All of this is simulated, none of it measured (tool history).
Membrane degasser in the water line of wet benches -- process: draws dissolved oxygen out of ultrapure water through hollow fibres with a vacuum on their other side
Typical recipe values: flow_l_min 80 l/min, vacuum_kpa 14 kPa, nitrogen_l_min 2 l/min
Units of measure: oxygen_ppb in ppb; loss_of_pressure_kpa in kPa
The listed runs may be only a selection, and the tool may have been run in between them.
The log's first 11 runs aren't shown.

run     day  flow_l_min  vacuum_kpa  nitrogen_l_min  hours since the membrane was changed  hours since the vacuum gauge was calibrated  hours since the vacuum lines were made tight  oxygen_ppb  loss_of_pressure_kpa
 12  13.567         107          14               2                                  2113                                         6747                                          7311      1113.9                 87.41
 13  15.458          80          14            5.76                                  2158                                         6793                                          7356       392.4                 65.48
 14  16.754          80          14            5.76                                  2189                                         6824                                          7387       393.6                  65.6
 15  18.554          80          14            5.76                                  2232                                         6867                                          7431       390.2                 65.33
 16  20.483          80          14               2                                  2279                                         6913                                          7477       843.2                 65.13
 17  21.846          80          14            1.83                                  2311                                         6946                                          7510         898                 65.25
 18  22.958          59        33.7            1.03                                  2338                                         6973                                          7536      2454.4                  47.7
 19  24.546          80        34.4            4.24                                  2376                                         7011                                          7574      1208.7                 64.81
 20  25.412          72        15.1            2.08                                  2397                                         7032                                          7595       822.7                 58.33
 21  27.229          77        19.4               2                                  2441                                         7075                                          7639      1154.9                 62.54
 22  28.358          77        19.4               2                                  2468                                         7102                                          7666      1144.9                 62.39
 23  29.204          80        24.9            3.28                                  2488                                         7123                                          7686        1062                  64.6
     29.671  -- gauge calibrated
 24  30.042          52         8.8            1.11                                  2508                                         7143                                          7706       499.3                 43.16
     31.012  -- seals of the vacuum lines changed
 25  31.725          80          14            1.84                                  2547                                         7181                                            17       896.3                 66.14
 26  32.646          80          14            1.84                                  2569                                         7203                                            39       911.6                 66.06
 27  34.425         116        19.9            1.28                                  2611                                         7246                                            82      2149.7                 96.46
 28  35.508          49        19.4             1.3                                  2637                                         7272                                           108      1096.7                 40.29
 29  37.342          49        19.4             1.3                                  2681                                         7316                                           152        1116                 40.21
 30  38.467          49        17.6               2                                  2708                                         7343                                           179       711.6                 40.01
 31  40.083          49        17.6               2                                  2747                                         7382                                           218       717.7                 40.09

Alternative continuations, all from the tool just after run 31; predict every row:
  A  41.108          56        18.5            2.68                                  2772                                         7406                                           242           ?                     ?
  B  41.108          75          14               2                                  2772                                         7406                                           242           ?                     ?
  C  41.108          49        18.4               2                                  2772                                         7406                                           242           ?                     ?
  D  41.108         106        16.8            3.19                                  2772                                         7406                                           242           ?                     ?

run  oxygen_ppb  loss_of_pressure_kpa
  A       674.4                 45.74
  B       795.5                 61.82
  C       758.4                 40.18
  D       973.9                 87.04
Without the tool's unlogged condition, the same runs would have read:
run  oxygen_ppb  loss_of_pressure_kpa
  A       673.8                 46.19
  B       794.5                 62.44
  C       757.7                 40.59
  D         973                 87.92
